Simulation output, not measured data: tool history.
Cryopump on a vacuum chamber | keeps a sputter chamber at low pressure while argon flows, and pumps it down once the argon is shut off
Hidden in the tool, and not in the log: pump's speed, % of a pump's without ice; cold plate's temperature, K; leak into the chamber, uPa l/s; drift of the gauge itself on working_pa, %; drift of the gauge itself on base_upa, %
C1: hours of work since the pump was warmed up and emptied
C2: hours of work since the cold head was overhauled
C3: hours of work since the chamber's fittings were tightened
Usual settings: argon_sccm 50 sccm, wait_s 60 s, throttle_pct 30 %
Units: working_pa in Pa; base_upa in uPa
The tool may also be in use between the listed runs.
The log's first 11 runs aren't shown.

Run 12, hour 661.2: usual settings but wait_s 44 s; C1 78; C2 1156; C3 479. Result: working_pa 0.2632 Pa, base_upa 2.95 uPa.
Run 13, hour 730.6: usual settings but wait_s 187 s; C1 108; C2 1186; C3 509. Result: working_pa 0.2648 Pa, base_upa 1.86 uPa.
Run 14, hour 780.8: usual settings but wait_s 187 s; C1 130; C2 1208; C3 531. Result: working_pa 0.2663 Pa, base_upa 1.97 uPa.
Run 15, hour 848.5: usual settings but wait_s 187 s; C1 159; C2 1237; C3 560. Result: working_pa 0.2702 Pa, base_upa 2.05 uPa.
Run 16, hour 905.7: usual settings but throttle_pct 21 %; C1 184; C2 1262; C3 585. Result: working_pa 0.3816 Pa, base_upa 2.94 uPa.
Run 17, hour 966.0: usual settings but throttle_pct 21 %; C1 210; C2 1288; C3 611. Result: working_pa 0.3832 Pa, base_upa 3.10 uPa.
Run 18, hour 1003.0: usual settings but argon_sccm 42 sccm, wait_s 42 s, throttle_pct 29 %; C1 226; C2 1304; C3 627. Result: working_pa 0.2386 Pa, base_upa 3.76 uPa.
Run 19, hour 1061.3: usual settings but wait_s 32 s, throttle_pct 16 %; C1 252; C2 1330; C3 652. Result: working_pa 0.5019 Pa, base_upa 4.43 uPa.
Run 20, hour 1135.3: usual settings but argon_sccm 70 sccm; C1 284; C2 1362; C3 685. Result: working_pa 0.3992 Pa, base_upa 3.62 uPa.
Run 21, hour 1218.9: usual settings but argon_sccm 70 sccm; C1 320; C2 1398; C3 721. Result: working_pa 0.4074 Pa, base_upa 3.74 uPa.
At hour 1283.8: pump warmed up, emptied and cooled again.
Run 22, hour 1293.6: usual settings but throttle_pct 35 %; C1 4; C2 1428; C3 751. Result: working_pa 0.2208 Pa, base_upa 3.03 uPa.
Run 23, hour 1377.1: usual settings but throttle_pct 35 %; C1 40; C2 1465; C3 787. Result: working_pa 0.2244 Pa, base_upa 3.07 uPa.
Run 24, hour 1461.5: usual settings but throttle_pct 35 %; C1 77; C2 1501; C3 824. Result: working_pa 0.2285 Pa, base_upa 3.33 uPa.
Run 25, hour 1501.2: usual settings but argon_sccm 94 sccm, wait_s 101 s, throttle_pct 16 %; C1 94; C2 1519; C3 841. Result: working_pa 0.9177 Pa, base_upa 2.80 uPa.
Run 26, hour 1573.1: usual settings but wait_s 23 s, throttle_pct 58 %; C1 126; C2 1550; C3 873. Result: working_pa 0.1434 Pa, base_upa 5.41 uPa.
Run 27, hour 1638.6: usual settings but argon_sccm 59 sccm; C1 154; C2 1578; C3 901. Result: working_pa 0.3172 Pa, base_upa 3.65 uPa.
Run 28, hour 1719.6: usual settings but argon_sccm 59 sccm; C1 189; C2 1614; C3 936. Result: working_pa 0.3189 Pa, base_upa 3.78 uPa.
Run 29, hour 1764.4: usual settings but argon_sccm 65 sccm, wait_s 54 s, throttle_pct 26 %; C1 209; C2 1633; C3 956. Result: working_pa 0.4105 Pa, base_upa 4.21 uPa.
Run 30, hour 1821.2: usual settings but argon_sccm 48 sccm, wait_s 105 s, throttle_pct 20 %; C1 233; C2 1658; C3 980. Result: working_pa 0.3893 Pa, base_upa 3.52 uPa.
Run 31, hour 1865.4: usual settings but argon_sccm 38 sccm, wait_s 267 s, throttle_pct 22 %; C1 253; C2 1677; C3 1000. Result: working_pa 0.2827 Pa, base_upa 3.27 uPa.
Run 32, hour 1923.5: usual settings but argon_sccm 38 sccm, wait_s 232 s, throttle_pct 57 %; C1 278; C2 1702; C3 1025. Result: working_pa 0.1246 Pa, base_upa 3.53 uPa.

The next listed run, before its measurement:
Run 33, hour 1987.7: usual settings but argon_sccm 38 sccm, wait_s 232 s, throttle_pct 57 %; C1 306; C2 1730; C3 1053. Result: working_pa ?, base_upa ?.

Run 33 gave working_pa 0.1273 Pa, base_upa 3.80 uPa.
Without the tool's hidden state the same run would have given working_pa 0.1017 Pa, base_upa 0.61 uPa.
